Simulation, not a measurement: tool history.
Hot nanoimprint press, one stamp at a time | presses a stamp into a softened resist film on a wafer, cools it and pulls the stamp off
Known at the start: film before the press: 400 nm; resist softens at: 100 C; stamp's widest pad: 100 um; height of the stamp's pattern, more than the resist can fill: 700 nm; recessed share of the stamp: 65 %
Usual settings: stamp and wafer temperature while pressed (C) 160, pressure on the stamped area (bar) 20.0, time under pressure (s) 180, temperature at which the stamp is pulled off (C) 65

| run | hour | stamp and wafer temperature while pressed (C) | pressure on the stamped area (bar) | time under pressure (s) | temperature at which the stamp is pulled off (C) | resist left under the stamp's widest pad (Å) | greatest force while the stamp is pulled off (N) |
|---|---|---|---|---|---|---|---|
| 1 | 0.0 | 160 | 20.0 | 180 | 65 | 1566 | 337 |
| 2 | 6.0 | 160 | 20.0 | 180 | 65 | 1562 | 331 |
| 3 | 17.1 | 156 | 20.0 | 180 | 65 | 1976 | 324 |
| 4 | 27.1 | 156 | 20.0 | 180 | 65 | 1978 | 334 |
| 5 | 32.0 | 156 | 20.0 | 180 | 65 | 1976 | 331 |
| 6 | 42.4 | 160 | 20.0 | 180 | 65 | 1573 | 341 |
| 7 | 48.8 | 160 | 20.0 | 180 | 65 | 1562 | 350 |
| 8 | 59.6 | 160 | 20.0 | 180 | 65 | 1569 | 333 |
| 9 | 65.9 | 160 | 20.0 | 180 | 65 | 1579 | 342 |
| 10 | 72.6 | 160 | 20.0 | 180 | 65 | 1576 | 339 |
| 11 | 81.3 | 160 | 20.0 | 180 | 65 | 1588 | 339 |
| 12 | 88.1 | 160 | 20.0 | 180 | 52 | 1568 | 417 |
| 13 | 96.9 | 160 | 20.0 | 180 | 65 | 1595 | 358 |
| 14 | 107.9 | 160 | 20.0 | 180 | 65 | 1593 | 355 |
| 15 | 120.0 | 160 | 20.0 | 180 | 65 | 1619 | 347 |
| 16 | 131.9 | 153 | 18.3 | 179 | 64 | 2494 | 221 |
| 17 | 137.1 | 153 | 18.3 | 179 | 64 | 2470 | 228 |
| 18 | 149.9 | 166 | 15.3 | 197 | 66 | 1218 | 216 |
| 19 | 155.4 | 166 | 15.3 | 197 | 66 | 1235 | 220 |
| 20 | 160.4 | 159 | 13.9 | 197 | 58 | 1898 | 241 |
| 21 | 171.1 | 154 | 20.0 | 180 | 62 | 2132 | 234 |
| 22 | 182.0 | 171 | 20.0 | 180 | 65 | 840 | 226 |
| 23 | 192.3 | 171 | 20.0 | 180 | 65 | 847 | 227 |
| 24 | 199.2 | 171 | 20.0 | 180 | 65 | 849 | 229 |
| 25 | 207.6 | 164 | 13.2 | 180 | 65 | 1534 | 231 |
| 26 | 217.4 | 155 | 23.1 | 180 | 65 | 1866 | 225 |
| 27 | 228.4 | 166 | 18.3 | 156 | 62 | 1220 | 244 |
| 28 | 234.1 | 166 | 18.3 | 156 | 62 | 1221 | 242 |
| 29 | 240.4 | 166 | 18.3 | 156 | 62 | 1214 | 238 |
| 30 | 248.1 | 166 | 20.1 | 228 | 62 | 996 | 242 |

Taken out of this log: 3 entries between the listed runs. Where each belongs, and how the hidden state differs across it:
Between runs 14 and 15: plate thermocouple calibrated (hour 117.6)
  true temperature over the reading, C: -0.8 -> -1.16; pressure that arrives at the usual setting, %: 97.53 -> 97.49; grip of the stamp's worn release coat, % over a new coat's: 57.2 -> 57.9
  measured less the result without the state, resist left under the stamp's widest pad (Å): +90 -> +123; greatest force while the stamp is pulled off (N): +132 -> +131
Between runs 15 and 16: stamp cleaned and given a new release coat (hour 130.2)
  true temperature over the reading, C: -1.16 -> -1.17; pressure that arrives at the usual setting, %: 97.49 -> 97.46; grip of the stamp's worn release coat, % over a new coat's: 57.9 -> 0.1
  measured less the result without the state, resist left under the stamp's widest pad (Å): +123 -> +167; greatest force while the stamp is pulled off (N): +131 -> +4
Between runs 17 and 18: plate thermocouple calibrated, once more (hour 147.8)
  true temperature over the reading, C: -1.18 -> 0.07; pressure that arrives at the usual setting, %: 97.44 -> 97.39; grip of the stamp's worn release coat, % over a new coat's: 0.4 -> 0.9
  measured less the result without the state, resist left under the stamp's widest pad (Å): +168 -> +10; greatest force while the stamp is pulled off (N): +5 -> +2

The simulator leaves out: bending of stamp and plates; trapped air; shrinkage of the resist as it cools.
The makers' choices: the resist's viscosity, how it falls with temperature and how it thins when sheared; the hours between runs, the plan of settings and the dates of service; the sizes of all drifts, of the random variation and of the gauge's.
